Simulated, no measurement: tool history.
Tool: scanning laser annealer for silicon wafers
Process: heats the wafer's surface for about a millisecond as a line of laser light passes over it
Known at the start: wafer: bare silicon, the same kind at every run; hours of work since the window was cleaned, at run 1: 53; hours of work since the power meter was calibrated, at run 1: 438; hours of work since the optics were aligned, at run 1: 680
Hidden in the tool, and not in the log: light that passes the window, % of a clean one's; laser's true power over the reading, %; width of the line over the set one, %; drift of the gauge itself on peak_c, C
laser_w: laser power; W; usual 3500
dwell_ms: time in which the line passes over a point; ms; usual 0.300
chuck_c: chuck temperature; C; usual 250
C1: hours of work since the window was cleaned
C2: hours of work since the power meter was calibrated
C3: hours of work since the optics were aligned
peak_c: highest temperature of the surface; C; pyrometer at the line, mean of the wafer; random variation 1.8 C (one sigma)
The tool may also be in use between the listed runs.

Run 1, hour 0.0: usual settings; C1 53; C2 438; C3 680. Result: peak_c 957 C.
Run 2, hour 22.9: usual settings but chuck_c 281 C; C1 66; C2 451; C3 693. Result: peak_c 986 C.
Run 3, hour 40.6: usual settings but chuck_c 281 C; C1 76; C2 462; C3 703. Result: peak_c 987 C.
Run 4, hour 60.8: usual settings; C1 88; C2 473; C3 715. Result: peak_c 954 C.
Run 5, hour 87.5: usual settings; C1 104; C2 489; C3 731. Result: peak_c 951 C.
Run 6, hour 117.3: usual settings but laser_w 3200 W, dwell_ms 0.275 ms, chuck_c 258 C; C1 121; C2 506; C3 748. Result: peak_c 868 C.

Run 7 comes next. What will it give?
Run 7, hour 143.9: usual settings but laser_w 3200 W, dwell_ms 0.318 ms, chuck_c 233 C; C1 137; C2 522; C3 764. Result: peak_c ?.

Run 7 gave peak_c 888 C.
Without the tool's hidden state the same run would have given peak_c 906 C.
